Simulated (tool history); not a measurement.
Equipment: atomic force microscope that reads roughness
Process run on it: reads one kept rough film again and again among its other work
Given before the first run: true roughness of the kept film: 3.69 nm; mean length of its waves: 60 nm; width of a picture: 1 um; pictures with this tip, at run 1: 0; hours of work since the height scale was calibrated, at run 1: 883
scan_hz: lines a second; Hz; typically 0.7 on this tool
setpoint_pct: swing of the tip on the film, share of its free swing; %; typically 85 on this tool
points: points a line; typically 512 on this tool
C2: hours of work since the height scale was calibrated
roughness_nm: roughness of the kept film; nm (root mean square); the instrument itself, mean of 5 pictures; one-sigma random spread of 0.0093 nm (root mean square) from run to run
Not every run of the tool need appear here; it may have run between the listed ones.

run 1 hour=0 | scan_hz=0.7 setpoint_pct=85 points=512 | pictures_with_this_tip=0 C2=883 | roughness_nm=3.359
run 2 hour=18.9 | scan_hz=0.7 setpoint_pct=85 points=512 | pictures_with_this_tip=28 C2=895 | roughness_nm=3.353
run 3 hour=51.5 | scan_hz=0.7 setpoint_pct=85 points=512 | pictures_with_this_tip=76 C2=916 | roughness_nm=3.329
run 4 hour=81.5 | scan_hz=1.919 setpoint_pct=85 points=512 | pictures_with_this_tip=120 C2=935 | roughness_nm=2.972
run 5 hour=103.3 | scan_hz=1.919 setpoint_pct=85 points=523 | pictures_with_this_tip=152 C2=950 | roughness_nm=2.952
run 6 hour=133.4 | scan_hz=0.7 setpoint_pct=63 points=512 | pictures_with_this_tip=197 C2=969 | roughness_nm=3.426
run 7 hour=162.7 | scan_hz=0.7 setpoint_pct=63 points=512 | pictures_with_this_tip=240 C2=988 | roughness_nm=3.412
run 8 hour=190.5 | scan_hz=0.7 setpoint_pct=85 points=512 | pictures_with_this_tip=281 C2=1006 | roughness_nm=3.225
-- hour=208.2 new tip fitted
run 9 hour=212.1 | scan_hz=0.7 setpoint_pct=85 points=512 | pictures_with_this_tip=6 C2=1020 | roughness_nm=3.372
run 10 hour=250.4 | scan_hz=0.7 setpoint_pct=85 points=512 | pictures_with_this_tip=62 C2=1044 | roughness_nm=3.351
run 11 hour=272.5 | scan_hz=0.7 setpoint_pct=85 points=512 | pictures_with_this_tip=95 C2=1059 | roughness_nm=3.323
run 12 hour=295.6 | scan_hz=0.7 setpoint_pct=85 points=512 | pictures_with_this_tip=129 C2=1074 | roughness_nm=3.302
run 13 hour=317.9 | scan_hz=0.7 setpoint_pct=85 points=512 | pictures_with_this_tip=161 C2=1088 | roughness_nm=3.298
run 14 hour=356.9 | scan_hz=0.7 setpoint_pct=85 points=512 | pictures_with_this_tip=219 C2=1113 | roughness_nm=3.254
run 15 hour=381 | scan_hz=0.7 setpoint_pct=90 points=512 | pictures_with_this_tip=254 C2=1129 | roughness_nm=3.191
-- hour=417.6 new tip fitted
run 16 hour=421.3 | scan_hz=0.7 setpoint_pct=90 points=512 | pictures_with_this_tip=6 C2=1155 | roughness_nm=3.313
run 17 hour=442.1 | scan_hz=0.7 setpoint_pct=61 points=512 | pictures_with_this_tip=36 C2=1168 | roughness_nm=3.526
run 18 hour=460.2 | scan_hz=0.7 setpoint_pct=61 points=512 | pictures_with_this_tip=63 C2=1180 | roughness_nm=3.517
run 19 hour=481.1 | scan_hz=0.7 setpoint_pct=61 points=512 | pictures_with_this_tip=94 C2=1193 | roughness_nm=3.492
run 20 hour=513.1 | scan_hz=0.7 setpoint_pct=85 points=512 | pictures_with_this_tip=141 C2=1214 | roughness_nm=3.3
run 21 hour=541.6 | scan_hz=2.444 setpoint_pct=82 points=553 | pictures_with_this_tip=183 C2=1232 | roughness_nm=2.897
run 22 hour=573.4 | scan_hz=2.444 setpoint_pct=82 points=553 | pictures_with_this_tip=229 C2=1253 | roughness_nm=2.877
run 23 hour=597.8 | scan_hz=0.7 setpoint_pct=85 points=331 | pictures_with_this_tip=265 C2=1269 | roughness_nm=3.243
-- hour=627.2 new tip fitted
run 24 hour=636.2 | scan_hz=1.387 setpoint_pct=71 points=1011 | pictures_with_this_tip=13 C2=1293 | roughness_nm=3.382
run 25 hour=656.9 | scan_hz=1.387 setpoint_pct=71 points=1011 | pictures_with_this_tip=44 C2=1307 | roughness_nm=3.363
run 26 hour=676.9 | scan_hz=1.445 setpoint_pct=83 points=409 | pictures_with_this_tip=73 C2=1320 | roughness_nm=3.173
run 27 hour=693.1 | scan_hz=0.814 setpoint_pct=66 points=726 | pictures_with_this_tip=97 C2=1330 | roughness_nm=3.478
run 28 hour=727.4 | scan_hz=2.197 setpoint_pct=85 points=512 | pictures_with_this_tip=147 C2=1352 | roughness_nm=2.882
run 29 hour=762.1 | scan_hz=1.141 setpoint_pct=56 points=439 | pictures_with_this_tip=198 C2=1375 | roughness_nm=3.423
run 30 hour=792.5 | scan_hz=1.472 setpoint_pct=61 points=512 | pictures_with_this_tip=243 C2=1394 | roughness_nm=3.356
run 31 hour=813.6 | scan_hz=1.472 setpoint_pct=61 points=512 | pictures_with_this_tip=274 C2=1408 | roughness_nm=3.332
-- hour=835.7 new tip fitted
run 32 hour=852.8 | scan_hz=0.7 setpoint_pct=87 points=512 | pictures_with_this_tip=25 C2=1433 | roughness_nm=3.34
run 33 hour=883.7 | scan_hz=0.7 setpoint_pct=87 points=512 | pictures_with_this_tip=70 C2=1453 | roughness_nm=3.324
run 34 hour=907.1 | scan_hz=0.663 setpoint_pct=60 points=438 | pictures_with_this_tip=105 C2=1468 | roughness_nm=3.503
run 35 hour=932.4 | scan_hz=0.663 setpoint_pct=60 points=672 | pictures_with_this_tip=142 C2=1485 | roughness_nm=3.48
run 36 hour=971.6 | scan_hz=0.7 setpoint_pct=85 points=874 | pictures_with_this_tip=200 C2=1510 | roughness_nm=3.274
run 37 hour=1007.1 | scan_hz=1.734 setpoint_pct=85 points=603 | pictures_with_this_tip=252 C2=1533 | roughness_nm=2.965
run 38 hour=1025.2 | scan_hz=1.426 setpoint_pct=85 points=295 | pictures_with_this_tip=279 C2=1545 | roughness_nm=3.009
-- hour=1045.9 new tip fitted
run 39 hour=1051.8 | scan_hz=0.7 setpoint_pct=85 points=277 | pictures_with_this_tip=9 C2=1561 | roughness_nm=3.364

The logged runs with the hidden state left out (each run's random variation unchanged):
Hidden conditions of the tool in this case: radius of the tip, nm; height scale over the true one, %; drift of the gauge itself on roughness_nm, %.
run=1 roughness_nm=3.343
run=2 roughness_nm=3.352
run=3 roughness_nm=3.351
run=4 roughness_nm=3.013
run=5 roughness_nm=3.007
run=6 roughness_nm=3.512
run=7 roughness_nm=3.519
run=8 roughness_nm=3.349
run=9 roughness_nm=3.355
run=10 roughness_nm=3.362
run=11 roughness_nm=3.352
run=12 roughness_nm=3.347
run=13 roughness_nm=3.36
run=14 roughness_nm=3.345
run=15 roughness_nm=3.299
run=16 roughness_nm=3.299
run=17 roughness_nm=3.526
run=18 roughness_nm=3.532
run=19 roughness_nm=3.524
run=20 roughness_nm=3.353
run=21 roughness_nm=2.962
run=22 roughness_nm=2.961
run=23 roughness_nm=3.355
run=24 roughness_nm=3.362
run=25 roughness_nm=3.358
run=26 roughness_nm=3.183
run=27 roughness_nm=3.502
run=28 roughness_nm=2.925
run=29 roughness_nm=3.501
run=30 roughness_nm=3.456
run=31 roughness_nm=3.449
run=32 roughness_nm=3.326
run=33 roughness_nm=3.331
run=34 roughness_nm=3.53
run=35 roughness_nm=3.526
run=36 roughness_nm=3.348
run=37 roughness_nm=3.056
run=38 roughness_nm=3.115
run=39 roughness_nm=3.342

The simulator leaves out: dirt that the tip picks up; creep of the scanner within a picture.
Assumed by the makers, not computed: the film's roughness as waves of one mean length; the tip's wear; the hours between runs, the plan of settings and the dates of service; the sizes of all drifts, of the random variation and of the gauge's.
